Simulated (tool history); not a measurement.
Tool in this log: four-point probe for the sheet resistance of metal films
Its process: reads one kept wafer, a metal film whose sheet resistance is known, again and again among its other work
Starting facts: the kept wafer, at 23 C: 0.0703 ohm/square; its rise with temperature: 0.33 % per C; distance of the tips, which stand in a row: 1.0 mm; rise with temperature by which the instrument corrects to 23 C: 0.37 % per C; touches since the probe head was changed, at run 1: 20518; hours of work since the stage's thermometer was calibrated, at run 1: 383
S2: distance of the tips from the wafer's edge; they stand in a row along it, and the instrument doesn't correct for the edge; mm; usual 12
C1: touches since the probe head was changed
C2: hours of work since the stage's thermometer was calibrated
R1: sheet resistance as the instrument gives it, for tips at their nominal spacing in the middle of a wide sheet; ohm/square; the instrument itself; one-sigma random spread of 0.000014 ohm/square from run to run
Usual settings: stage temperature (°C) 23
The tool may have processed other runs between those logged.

run 1 hour=0.0 | stage_temperature_(°C)=23 S2=12 | C1=20518 C2=383 | R1=0.070580
run 2 hour=27.3 | stage_temperature_(°C)=23 S2=35 | C1=21049 C2=395 | R1=0.070323
run 3 hour=49.2 | stage_temperature_(°C)=23 S2=35 | C1=21476 C2=404 | R1=0.070303
run 4 hour=79.2 | stage_temperature_(°C)=23 S2=35 | C1=22058 C2=417 | R1=0.070317
run 5 hour=102.3 | stage_temperature_(°C)=23 S2=12 | C1=22508 C2=427 | R1=0.070564
run 6 hour=133.2 | stage_temperature_(°C)=23 S2=10 | C1=23109 C2=440 | R1=0.070658

What does the tool deliver on the next run?
run 7 hour=159.2 | stage_temperature_(°C)=31 S2=12 | C1=23614 C2=451 | R1=?

Run 7 yielded R1 0.070304 ohm/square.
Minus the tool's unlogged condition, the same run would have read R1 0.070308 ohm/square.
